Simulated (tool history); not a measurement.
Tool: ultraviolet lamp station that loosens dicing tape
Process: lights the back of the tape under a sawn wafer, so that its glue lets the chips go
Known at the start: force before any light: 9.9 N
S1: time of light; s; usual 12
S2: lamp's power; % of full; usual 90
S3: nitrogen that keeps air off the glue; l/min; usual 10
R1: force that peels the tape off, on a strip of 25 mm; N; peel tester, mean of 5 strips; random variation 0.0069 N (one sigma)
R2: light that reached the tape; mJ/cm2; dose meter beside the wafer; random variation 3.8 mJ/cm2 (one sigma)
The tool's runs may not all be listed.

run 1 day=0 | S1=12 S2=90 S3=10 | R1=0.276 R2=591
run 2 day=0.45 | S1=12 S2=90 S3=10 | R1=0.284 R2=587
run 3 day=1.183 | S1=12 S2=90 S3=10 | R1=0.294 R2=579
run 4 day=1.888 | S1=12 S2=90 S3=10 | R1=0.277 R2=576
run 5 day=2.596 | S1=12 S2=90 S3=10 | R1=0.293 R2=577
run 6 day=3.279 | S1=12 S2=90 S3=10 | R1=0.309 R2=573
run 7 day=3.9 | S1=12 S2=90 S3=4 | R1=0.451 R2=573
run 8 day=4.354 | S1=12 S2=90 S3=10 | R1=0.31 R2=563
run 9 day=5.033 | S1=12 S2=98 S3=10 | R1=0.258 R2=610
run 10 day=5.767 | S1=12 S2=98 S3=10 | R1=0.259 R2=611
run 11 day=6.362 | S1=12 S2=90 S3=10 | R1=0.296 R2=556
run 12 day=6.879 | S1=12 S2=90 S3=10 | R1=0.315 R2=557
run 13 day=7.304 | S1=12 S2=90 S3=10 | R1=0.301 R2=552
run 14 day=7.996 | S1=10 S2=90 S3=10 | R1=0.454 R2=460
run 15 day=8.379 | S1=6 S2=90 S3=10 | R1=1.323 R2=275
run 16 day=8.929 | S1=6 S2=90 S3=10 | R1=1.363 R2=276
run 17 day=9.708 | S1=6 S2=90 S3=10 | R1=1.424 R2=268
run 18 day=10.283 | S1=6 S2=90 S3=10 | R1=1.409 R2=270
run 19 day=11 | S1=12 S2=90 S3=5 | R1=0.444 R2=540
-- day=11.079 window cleaned of glue's vapour
run 20 day=11.396 | S1=8 S2=90 S3=10 | R1=0.82 R2=347
run 21 day=11.775 | S1=8 S2=90 S3=10 | R1=0.832 R2=352
run 22 day=12.292 | S1=8 S2=90 S3=10 | R1=0.83 R2=347
-- day=12.638 window cleaned of glue's vapour, once more
run 23 day=13.033 | S1=12 S2=94 S3=13 | R1=0.273 R2=575

Run 24 comes next. What will it give?
run 24 day=13.442 | S1=16 S2=69 S3=13 | R1=? R2=?

R1: 0.287 N
R2: 559 mJ/cm2
Without the tool's hidden state the same run would have given R1 0.225 N, R2 660 mJ/cm2.
